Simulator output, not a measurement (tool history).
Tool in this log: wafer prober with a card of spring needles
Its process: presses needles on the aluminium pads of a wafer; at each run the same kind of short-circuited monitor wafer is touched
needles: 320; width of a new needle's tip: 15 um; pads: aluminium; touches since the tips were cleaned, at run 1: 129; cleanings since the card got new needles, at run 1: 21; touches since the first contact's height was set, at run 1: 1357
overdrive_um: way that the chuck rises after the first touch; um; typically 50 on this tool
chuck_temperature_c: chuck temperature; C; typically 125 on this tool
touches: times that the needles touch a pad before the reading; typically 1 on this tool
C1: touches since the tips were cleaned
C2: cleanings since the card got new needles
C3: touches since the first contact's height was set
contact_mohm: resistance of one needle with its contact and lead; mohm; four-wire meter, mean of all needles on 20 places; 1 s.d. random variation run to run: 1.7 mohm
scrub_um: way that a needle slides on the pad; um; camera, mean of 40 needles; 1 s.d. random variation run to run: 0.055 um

run 1 hour=0.0 | overdrive_um=50 chuck_temperature_c=125 touches=1 | C1=129 C2=21 C3=1357 | contact_mohm=191 scrub_um=9.53
-- hour=12.2 tips cleaned on abrasive film
run 2 hour=17.7 | overdrive_um=50 chuck_temperature_c=38 touches=1 | C1=2459 C2=22 C3=9309 | contact_mohm=232 scrub_um=9.46
-- hour=23.3 tips cleaned on abrasive film
-- hour=35.8 tips cleaned on abrasive film
run 3 hour=37.7 | overdrive_um=50 chuck_temperature_c=38 touches=2 | C1=827 C2=24 C3=18277 | contact_mohm=183 scrub_um=9.54
-- hour=47.2 tips cleaned on abrasive film
run 4 hour=48.4 | overdrive_um=50 chuck_temperature_c=125 touches=1 | C1=531 C2=25 C3=23080 | contact_mohm=201 scrub_um=9.52
-- hour=58.8 tips cleaned on abrasive film
-- hour=69.8 tips cleaned on abrasive film
run 5 hour=69.8 | overdrive_um=50 chuck_temperature_c=125 touches=1 | C1=0 C2=27 C3=32709 | contact_mohm=191 scrub_um=9.39
-- hour=81.1 tips cleaned on abrasive film
run 6 hour=89.1 | overdrive_um=50 chuck_temperature_c=58 touches=1 | C1=3643 C2=28 C3=41404 | contact_mohm=257 scrub_um=9.45
-- hour=92.9 tips cleaned on abrasive film
-- hour=105.2 tips cleaned on abrasive film
run 7 hour=107.5 | overdrive_um=50 chuck_temperature_c=100 touches=1 | C1=1029 C2=30 C3=49631 | contact_mohm=210 scrub_um=9.35
-- hour=117.5 tips cleaned on abrasive film
run 8 hour=124.7 | overdrive_um=50 chuck_temperature_c=100 touches=1 | C1=3261 C2=31 C3=57366 | contact_mohm=253 scrub_um=9.38
-- hour=128.8 tips cleaned on abrasive film
run 9 hour=134.2 | overdrive_um=50 chuck_temperature_c=125 touches=1 | C1=2474 C2=32 C3=61645 | contact_mohm=246 scrub_um=9.34
-- hour=139.8 tips cleaned on abrasive film
run 10 hour=147.1 | overdrive_um=50 chuck_temperature_c=125 touches=1 | C1=3279 C2=33 C3=67412 | contact_mohm=256 scrub_um=9.40
-- hour=151.4 tips cleaned on abrasive film
-- hour=162.8 tips cleaned on abrasive film
run 11 hour=165.1 | overdrive_um=50 chuck_temperature_c=125 touches=1 | C1=1056 C2=35 C3=75489 | contact_mohm=217 scrub_um=9.30
-- hour=175.2 tips cleaned on abrasive film
run 12 hour=180.4 | overdrive_um=50 chuck_temperature_c=125 touches=1 | C1=2367 C2=36 C3=82373 | contact_mohm=252 scrub_um=9.32
-- hour=186.6 tips cleaned on abrasive film
run 13 hour=190.9 | overdrive_um=50 chuck_temperature_c=125 touches=1 | C1=1985 C2=37 C3=87100 | contact_mohm=231 scrub_um=9.23
-- hour=197.7 tips cleaned on abrasive film
-- hour=209.9 tips cleaned on abrasive film
run 14 hour=210.0 | overdrive_um=50 chuck_temperature_c=125 touches=1 | C1=11 C2=39 C3=95622 | contact_mohm=191 scrub_um=9.26
-- hour=220.9 tips cleaned on abrasive film
run 15 hour=224.5 | overdrive_um=65 chuck_temperature_c=64 touches=3 | C1=1623 C2=40 C3=102178 | contact_mohm=176 scrub_um=12.03
-- hour=233.5 tips cleaned on abrasive film
run 16 hour=234.8 | overdrive_um=69 chuck_temperature_c=125 touches=1 | C1=592 C2=41 C3=106791 | contact_mohm=186 scrub_um=12.92
-- hour=236.8 height of the first contact set anew
-- hour=245.2 tips cleaned on abrasive film
run 17 hour=246.3 | overdrive_um=33 chuck_temperature_c=124 touches=1 | C1=512 C2=42 C3=4262 | contact_mohm=252 scrub_um=5.82

Run 18 is up next; what results do you expect?
-- hour=257.2 tips cleaned on abrasive film
run 18 hour=261.9 | overdrive_um=37 chuck_temperature_c=47 touches=2 | C1=2131 C2=43 C3=11301 | contact_mohm=? scrub_um=?

Run 18 produced contact_mohm 250 mohm, scrub_um 6.60 um.
Were there no unlogged condition in the tool, this run, its random variation unchanged, would have produced contact_mohm 170 mohm, scrub_um 7.09 um.
